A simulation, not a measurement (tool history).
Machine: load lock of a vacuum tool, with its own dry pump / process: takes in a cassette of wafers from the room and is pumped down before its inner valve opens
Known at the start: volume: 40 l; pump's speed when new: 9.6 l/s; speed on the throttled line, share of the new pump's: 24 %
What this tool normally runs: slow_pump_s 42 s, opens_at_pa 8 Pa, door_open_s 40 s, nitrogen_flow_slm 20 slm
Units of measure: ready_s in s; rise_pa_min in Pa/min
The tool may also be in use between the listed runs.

| run | hour | slow_pump_s | opens_at_pa | door_open_s | nitrogen_flow_slm | incoming humidity of the room's air, % | ready_s | rise_pa_min |
|---|---|---|---|---|---|---|---|---|
| 1 | 0.0 | 42 | 8 | 40 | 20 | 46.1 | 71.8 | 0.136 |
| 2 | 244.0 | 42 | 8 | 40 | 25 | 43.6 | 71.5 | 0.136 |
| 3 | 519.0 | 42 | 8 | 40 | 20 | 44.7 | 71.4 | 0.151 |
| 4 | 927.3 | 42 | 8 | 40 | 20 | 48.8 | 72.2 | 0.161 |
| 5 | 1418.1 | 42 | 8 | 40 | 20 | 46.8 | 71.9 | 0.166 |
| 6 | 1904.9 | 42 | 8 | 40 | 20 | 42.9 | 72.8 | 0.189 |
| 7 | 2370.2 | 42 | 8 | 40 | 20 | 43.6 | 72.5 | 0.199 |
| 8 | 2655.5 | 42 | 8 | 40 | 9 | 44.7 | 72.7 | 0.220 |
| 9 | 3136.9 | 42 | 8 | 40 | 20 | 41.6 | 72.6 | 0.221 |
| 10 | 3623.7 | 42 | 8 | 40 | 20 | 45.7 | 72.8 | 0.246 |
| 11 | 4043.5 | 42 | 8 | 40 | 20 | 45.8 | 72.7 | 0.257 |
| 12 | 4287.0 | 42 | 8 | 40 | 20 | 44.8 | 72.5 | 0.265 |
| 13 | 4733.2 | 42 | 8 | 40 | 20 | 43.8 | 73.0 | 0.291 |
| 14 | 4977.7 | 42 | 8 | 50 | 20 | 44.1 | 73.3 | 0.288 |
| 15 | 5317.2 | 42 | 8 | 50 | 20 | 45.0 | 72.8 | 0.302 |
| 16 | 5646.1 | 42 | 8 | 50 | 20 | 44.6 | 73.4 | 0.315 |
| 17 | 6140.0 | 42 | 8 | 50 | 20 | 44.8 | 74.0 | 0.333 |
| 18 | 6632.9 | 42 | 8 | 40 | 20 | 42.0 | 74.2 | 0.348 |
| 19 | 6905.7 | 42 | 8 | 40 | 20 | 44.2 | 73.2 | 0.372 |
| 20 | 7156.4 | 42 | 8 | 40 | 20 | 44.3 | 73.8 | 0.382 |
| 21 | 7587.1 | 24 | 13 | 75 | 41 | 42.6 | 58.1 | 0.383 |
| 22 | 7998.7 | 42 | 8 | 40 | 15 | 46.2 | 74.1 | 0.417 |
| 23 | 8298.6 | 42 | 8 | 40 | 15 | 44.3 | 73.7 | 0.439 |
| 24 | 8762.4 | 33 | 9 | 40 | 29 | 48.8 | 67.3 | 0.451 |
| 25 | 9104.6 | 33 | 9 | 40 | 29 | 49.3 | 66.8 | 0.462 |
|  | 9255.6 | door's seal changed, seat wiped |
| 26 | 9343.2 | 33 | 9 | 40 | 29 | 49.0 | 66.6 | 0.027 |
| 27 | 9738.9 | 22 | 8 | 86 | 5 | 42.8 | 59.5 | 0.066 |
| 28 | 10224.0 | 22 | 8 | 86 | 5 | 46.9 | 59.5 | 0.076 |
| 29 | 10598.4 | 22 | 8 | 86 | 5 | 44.0 | 60.3 | 0.078 |
| 30 | 10882.0 | 22 | 8 | 217 | 6 | 43.9 | 59.7 | 0.099 |
| 31 | 11094.3 | 22 | 8 | 217 | 6 | 45.2 | 60.5 | 0.101 |
| 32 | 11429.8 | 63 | 13 | 39 | 20 | 47.4 | 87.9 | 0.056 |
| 33 | 11883.6 | 42 | 9 | 40 | 20 | 48.1 | 74.0 | 0.063 |
| 34 | 12173.4 | 35 | 8 | 40 | 15 | 44.0 | 70.5 | 0.069 |
| 35 | 12456.7 | 47 | 8 | 146 | 10 | 45.0 | 78.3 | 0.100 |
| 36 | 12808.8 | 24 | 8 | 44 | 8 | 45.2 | 62.4 | 0.089 |

4 ways to go on from here, each from the tool as it stands after run 36. What would each give?
| A | 13096.7 | 80 | 8 | 72 | 6 | 44.9 | ? | ? |
| B | 13096.7 | 56 | 16 | 29 | 20 | 46.8 | ? | ? |
| C | 13096.7 | 54 | 8 | 40 | 20 | 43.2 | ? | ? |
| D | 13096.7 | 22 | 8 | 44 | 8 | 45.2 | ? | ? |

| run | ready_s | rise_pa_min |
|---|---|---|
| A | 103.4 | 0.106 |
| B | 81.9 | 0.078 |
| C | 84.0 | 0.086 |
| D | 60.7 | 0.091 |
The same runs, with their run-to-run variation unchanged, on a tool lacking any hidden condition would have given:
| run | ready_s | rise_pa_min |
|---|---|---|
| A | 100.7 | 0.056 |
| B | 78.9 | 0.028 |
| C | 80.6 | 0.035 |
| D | 56.1 | 0.042 |

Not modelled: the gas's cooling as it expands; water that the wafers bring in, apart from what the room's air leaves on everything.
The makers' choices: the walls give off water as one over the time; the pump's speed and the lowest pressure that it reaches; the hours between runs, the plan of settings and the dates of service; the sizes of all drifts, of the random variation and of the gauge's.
